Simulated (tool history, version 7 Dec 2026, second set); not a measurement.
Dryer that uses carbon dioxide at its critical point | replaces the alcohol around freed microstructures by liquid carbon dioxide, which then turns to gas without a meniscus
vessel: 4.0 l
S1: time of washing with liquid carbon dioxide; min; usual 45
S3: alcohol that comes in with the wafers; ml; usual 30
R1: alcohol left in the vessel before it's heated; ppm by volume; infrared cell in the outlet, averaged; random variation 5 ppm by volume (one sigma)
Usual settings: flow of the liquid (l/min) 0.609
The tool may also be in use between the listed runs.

run 1 hour=0.0 | S1=45 flow_of_the_liquid_(l/min)=0.609 S3=30 | R1=67
run 2 hour=12.6 | S1=45 flow_of_the_liquid_(l/min)=0.609 S3=30 | R1=73
run 3 hour=29.4 | S1=45 flow_of_the_liquid_(l/min)=0.609 S3=30 | R1=66
run 4 hour=46.1 | S1=35 flow_of_the_liquid_(l/min)=0.609 S3=30 | R1=138
run 5 hour=61.2 | S1=35 flow_of_the_liquid_(l/min)=0.609 S3=30 | R1=132
run 6 hour=72.4 | S1=35 flow_of_the_liquid_(l/min)=0.609 S3=30 | R1=143
run 7 hour=84.5 | S1=35 flow_of_the_liquid_(l/min)=0.609 S3=30 | R1=147
run 8 hour=97.6 | S1=35 flow_of_the_liquid_(l/min)=0.609 S3=30 | R1=147
run 9 hour=113.5 | S1=45 flow_of_the_liquid_(l/min)=0.609 S3=30 | R1=76
run 10 hour=127.6 | S1=45 flow_of_the_liquid_(l/min)=0.609 S3=30 | R1=86
run 11 hour=140.9 | S1=45 flow_of_the_liquid_(l/min)=0.609 S3=30 | R1=86
run 12 hour=154.9 | S1=39 flow_of_the_liquid_(l/min)=0.609 S3=30 | R1=113
run 13 hour=171.4 | S1=45 flow_of_the_liquid_(l/min)=0.609 S3=30 | R1=89
run 14 hour=181.9 | S1=45 flow_of_the_liquid_(l/min)=0.609 S3=30 | R1=89
run 15 hour=189.5 | S1=45 flow_of_the_liquid_(l/min)=0.609 S3=30 | R1=88
run 16 hour=207.0 | S1=45 flow_of_the_liquid_(l/min)=0.609 S3=30 | R1=92
run 17 hour=215.0 | S1=45 flow_of_the_liquid_(l/min)=0.609 S3=30 | R1=84
run 18 hour=231.7 | S1=45 flow_of_the_liquid_(l/min)=0.609 S3=30 | R1=97
run 19 hour=239.6 | S1=45 flow_of_the_liquid_(l/min)=0.730 S3=30 | R1=73
run 20 hour=255.0 | S1=45 flow_of_the_liquid_(l/min)=0.730 S3=30 | R1=91
run 21 hour=267.1 | S1=45 flow_of_the_liquid_(l/min)=0.609 S3=115 | R1=173
run 22 hour=279.3 | S1=45 flow_of_the_liquid_(l/min)=0.384 S3=30 | R1=273
run 23 hour=291.1 | S1=42 flow_of_the_liquid_(l/min)=0.609 S3=30 | R1=108
run 24 hour=305.0 | S1=34 flow_of_the_liquid_(l/min)=0.609 S3=30 | R1=178
run 25 hour=319.5 | S1=34 flow_of_the_liquid_(l/min)=0.609 S3=30 | R1=187
run 26 hour=327.1 | S1=34 flow_of_the_liquid_(l/min)=0.609 S3=30 | R1=179
run 27 hour=344.4 | S1=34 flow_of_the_liquid_(l/min)=0.609 S3=30 | R1=182
run 28 hour=357.5 | S1=57 flow_of_the_liquid_(l/min)=0.609 S3=111 | R1=108
run 29 hour=371.4 | S1=36 flow_of_the_liquid_(l/min)=0.547 S3=82 | R1=436
run 30 hour=382.0 | S1=36 flow_of_the_liquid_(l/min)=0.547 S3=82 | R1=438
run 31 hour=395.6 | S1=36 flow_of_the_liquid_(l/min)=0.547 S3=82 | R1=447
run 32 hour=407.0 | S1=49 flow_of_the_liquid_(l/min)=0.524 S3=30 | R1=126
run 33 hour=419.6 | S1=67 flow_of_the_liquid_(l/min)=0.702 S3=30 | R1=89
run 34 hour=434.5 | S1=67 flow_of_the_liquid_(l/min)=0.702 S3=30 | R1=85
run 35 hour=447.0 | S1=67 flow_of_the_liquid_(l/min)=0.702 S3=30 | R1=85
run 36 hour=459.0 | S1=47 flow_of_the_liquid_(l/min)=0.394 S3=92 | R1=600
run 37 hour=472.2 | S1=49 flow_of_the_liquid_(l/min)=0.394 S3=24 | R1=197
run 38 hour=489.2 | S1=49 flow_of_the_liquid_(l/min)=0.394 S3=24 | R1=211
run 39 hour=503.1 | S1=49 flow_of_the_liquid_(l/min)=0.394 S3=24 | R1=212
run 40 hour=513.0 | S1=44 flow_of_the_liquid_(l/min)=1.028 S3=24 | R1=96

The next listed run, before its measurement:
run 41 hour=526.8 | S1=58 flow_of_the_liquid_(l/min)=0.609 S3=33 | R1=?

R1: 97 ppm by volume
Without the tool's hidden state the same run would have given R1 4 ppm by volume.

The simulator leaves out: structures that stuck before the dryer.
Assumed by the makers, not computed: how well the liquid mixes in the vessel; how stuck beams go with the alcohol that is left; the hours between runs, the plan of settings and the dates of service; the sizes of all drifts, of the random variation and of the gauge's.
